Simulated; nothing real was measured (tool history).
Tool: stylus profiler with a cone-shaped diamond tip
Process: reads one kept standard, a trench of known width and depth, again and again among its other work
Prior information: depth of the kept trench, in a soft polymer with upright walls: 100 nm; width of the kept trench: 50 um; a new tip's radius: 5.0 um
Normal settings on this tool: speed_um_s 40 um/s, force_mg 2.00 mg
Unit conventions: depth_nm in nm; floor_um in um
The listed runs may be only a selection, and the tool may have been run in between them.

Run 1, hour 0.0: usual settings. Result: depth_nm 101.46 nm, floor_um 47.42 um.
Run 2, hour 16.0: usual settings. Result: depth_nm 101.45 nm, floor_um 47.39 um.
Run 3, hour 46.2: usual settings. Result: depth_nm 101.48 nm, floor_um 47.39 um.
Run 4, hour 78.2: usual settings. Result: depth_nm 101.47 nm, floor_um 47.37 um.
Run 5, hour 98.3: usual settings. Result: depth_nm 101.49 nm, floor_um 47.34 um.
Run 6, hour 122.6: usual settings. Result: depth_nm 101.50 nm, floor_um 47.36 um.
Run 7, hour 137.4: usual settings. Result: depth_nm 101.44 nm, floor_um 47.36 um.
Run 8, hour 172.0: usual settings. Result: depth_nm 101.45 nm, floor_um 47.35 um.
Run 9, hour 206.8: usual settings. Result: depth_nm 101.48 nm, floor_um 47.30 um.
Run 10, hour 237.5: usual settings. Result: depth_nm 101.46 nm, floor_um 47.30 um.
Run 11, hour 252.5: usual settings. Result: depth_nm 101.46 nm, floor_um 47.28 um.
At hour 255.1: height scale calibrated on a step standard.
Run 12, hour 282.9: usual settings but speed_um_s 10 um/s, force_mg 4.68 mg. Result: depth_nm 102.54 nm, floor_um 47.44 um.
Run 13, hour 303.4: usual settings but speed_um_s 10 um/s, force_mg 4.68 mg. Result: depth_nm 102.59 nm, floor_um 47.36 um.
Run 14, hour 333.7: usual settings but speed_um_s 104 um/s, force_mg 3.11 mg. Result: depth_nm 101.99 nm, floor_um 47.07 um.
Run 15, hour 358.5: usual settings but speed_um_s 54 um/s, force_mg 1.82 mg. Result: depth_nm 101.44 nm, floor_um 47.22 um.

Run 16 is up next; what results do you expect?
At hour 378.2: height scale calibrated on a step standard, once more.
Run 16, hour 378.2: usual settings but speed_um_s 57 um/s, force_mg 2.50 mg. Result: depth_nm ?, floor_um ?.

Run 16 gave depth_nm 101.56 nm, floor_um 47.23 um.
Were there no unlogged condition in the tool, this run, its random variation unchanged, would have produced depth_nm 101.52 nm, floor_um 47.84 um.
